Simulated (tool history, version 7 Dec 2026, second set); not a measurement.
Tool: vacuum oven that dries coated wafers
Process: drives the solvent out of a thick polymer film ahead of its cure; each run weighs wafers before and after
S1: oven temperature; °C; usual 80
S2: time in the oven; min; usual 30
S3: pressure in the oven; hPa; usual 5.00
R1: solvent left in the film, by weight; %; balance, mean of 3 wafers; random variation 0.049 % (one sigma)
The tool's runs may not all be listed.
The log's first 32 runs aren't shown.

| run | day | S1 | S2 | S3 | R1 |
|---|---|---|---|---|---|
| 33 | 85.879 | 79 | 30 | 16.94 | 2.55 |
| 34 | 89.375 | 79 | 30 | 16.94 | 2.53 |
| 35 | 91.204 | 79 | 30 | 16.94 | 2.48 |
| 36 | 93.646 | 79 | 35 | 16.94 | 1.92 |
| 37 | 95.858 | 79 | 35 | 16.94 | 1.97 |
| 38 | 97.562 | 89 | 31 | 10.26 | 0.59 |
| 39 | 99.667 | 86 | 16 | 10.26 | 2.70 |
| 40 | 102.929 | 69 | 27 | 3.33 | 6.57 |
| 41 | 105.679 | 77 | 19 | 5.48 | 5.06 |
| 42 | 108.721 | 77 | 18 | 5.48 | 5.42 |
| 43 | 110.571 | 76 | 30 | 5.00 | 2.71 |
| 44 | 112.571 | 79 | 41 | 5.00 | 0.98 |
| 45 | 115.717 | 82 | 19 | 5.00 | 2.84 |
| 46 | 118.333 | 77 | 30 | 3.70 | 2.29 |
| 47 | 121.083 | 84 | 17 | 5.67 | 2.67 |

Forecast each of these 4 alternatives for the next run:
| A | 123.146 | 86 | 16 | 9.86 | ? |
| B | 123.146 | 81 | 23 | 2.76 | ? |
| C | 123.146 | 89 | 45 | 12.03 | ? |
| D | 123.146 | 80 | 30 | 5.00 | ? |

| run | R1 |
|---|---|
| A | 2.52 |
| B | 2.12 |
| C | 0.46 |
| D | 1.55 |
Without the tool's hidden state the same runs would have given:
| run | R1 |
|---|---|
| A | 3.02 |
| B | 2.60 |
| C | 0.45 |
| D | 1.92 |
